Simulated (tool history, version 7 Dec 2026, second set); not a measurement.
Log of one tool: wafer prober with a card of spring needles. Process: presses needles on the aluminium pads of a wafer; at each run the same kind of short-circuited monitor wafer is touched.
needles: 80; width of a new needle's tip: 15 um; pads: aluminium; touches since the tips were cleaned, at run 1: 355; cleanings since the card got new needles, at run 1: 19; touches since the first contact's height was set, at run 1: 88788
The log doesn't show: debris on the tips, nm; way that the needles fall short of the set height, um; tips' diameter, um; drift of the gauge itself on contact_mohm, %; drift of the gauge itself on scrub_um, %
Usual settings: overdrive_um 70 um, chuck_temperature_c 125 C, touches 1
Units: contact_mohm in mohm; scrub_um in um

run  hour  overdrive_um  chuck_temperature_c  touches  touches since the tips were cleaned  cleanings since the card got new needles  touches since the first contact's height was set  contact_mohm  scrub_um
  1     0            70                  125        1                                  355                                        19                                             88788           282     17.25
  2     8            82                  125        1                                 2951                                        19                                             91384           290      20.3
     11.8  -- tips cleaned on abrasive film
  3  14.2            82                  125        1                                  792                                        20                                             93349           282     20.23
  4  19.5            82                  125        1                                 2489                                        20                                             95046           287     20.22
     24.4  -- tips cleaned on abrasive film
  5  26.1            70                  125        1                                  537                                        21                                             97147           281     17.28
  6  32.7            70                  125        2                                 2677                                        21                                             99287           290     17.27
     36.9  -- tips cleaned on abrasive film
  7  38.8            70                  125        2                                  628                                        22                                            101245           280     17.23
  8  47.5            63                   30        1                                 3418                                        22                                            104035           282     15.43
     49.7  -- tips cleaned on abrasive film
  9  53.4            63                   30        1                                 1199                                        23                                            105919           270     15.49
 10  61.7            63                   30        1                                 3879                                        23                                            108599           284     15.36
     62.6  -- tips cleaned on abrasive film
 11  69.1            63                   30        1                                 2107                                        24                                            110969           274      15.3
     75.3  -- tips cleaned on abrasive film
 12  77.8            70                   25        2                                  799                                        25                                            113737           256     17.06
 13  86.7            70                   25        2                                 3665                                        25                                            116603           268     17.12

5 ways to go on from here, each from the tool as it stands after run 13. What would each give?
       88  -- tips cleaned on abrasive film
  A  95.3            78                   40        1                                 2334                                        26                                            119346             ?         ?
       88  -- tips cleaned on abrasive film
  B  95.3            77                   36        1                                 2334                                        26                                            119346             ?         ?
       88  -- tips cleaned on abrasive film
  C  95.3            70                   27        1                                 2334                                        26                                            119346             ?         ?
       88  -- tips cleaned on abrasive film
  D  95.3            71                   28        1                                 2334                                        26                                            119346             ?         ?
       88  -- tips cleaned on abrasive film
  E  95.3            75                   25        2                                 2334                                        26                                            119346             ?         ?

run  contact_mohm  scrub_um
  A           268     19.19
  B           272     18.95
  C           276     17.12
  D           270     17.39
  E           258     18.31
Without the tool's hidden state the same runs would have given:
run  contact_mohm  scrub_um
  A           251     19.82
  B           254     19.58
  C           255     17.75
  D           251     18.02
  E           247     18.93
